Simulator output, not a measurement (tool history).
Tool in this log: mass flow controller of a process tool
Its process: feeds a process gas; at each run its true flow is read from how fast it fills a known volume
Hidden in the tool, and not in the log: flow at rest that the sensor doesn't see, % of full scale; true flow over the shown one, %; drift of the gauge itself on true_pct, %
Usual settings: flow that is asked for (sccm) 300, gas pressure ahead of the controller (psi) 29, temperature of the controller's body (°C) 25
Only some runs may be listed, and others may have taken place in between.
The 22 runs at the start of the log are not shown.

run,hour,flow that is asked for (sccm),gas pressure ahead of the controller (psi),temperature of the controller's body (°C),hours of work since the controller was set to zero,hours of work since the controller was changed,true flow (%)
23,5198.6,151,29,25,3432,3432,97.37
24,5357.2,151,29,25,3486,3486,97.42
25,5679.4,151,29,25,3594,3594,97.34
26,5970.6,123,31.2,25,3692,3692,96.68
27,6203.7,62,20.7,24,3771,3771,93.92
28,6508.3,109,29,32,3873,3873,97
29,6763.2,170,21.2,25,3959,3959,97.75
30,7038.7,389,35.5,39,4052,4052,100.93
31,7323.4,106,33.9,25,4147,4147,95.88
32,7520.3,61,29,40,4214,4214,94.98
33,7652.6,155,30.3,21,4258,4258,96.72
34,7916.3,89,23.1,22,4347,4347,94.87
35,8180.3,171,29,28,4436,4436,97.8
36,8466.3,171,29,28,4532,4532,97.72
37,8732.3,355,23.9,25,4621,4621,99.32
38,8982.2,355,28.3,33,4706,4706,100.21
39,9242.2,300,32.2,36,4793,4793,99.99
40,9429.7,300,25.8,25,4856,4856,98.86

Forecast run 41:
41,9707.5,63,27.4,25,4950,4950,?

{"run 41": {"true flow (%)": 92.84}}
The same run, on a tool lacking any hidden state, would have yielded true flow (%) 98.48.
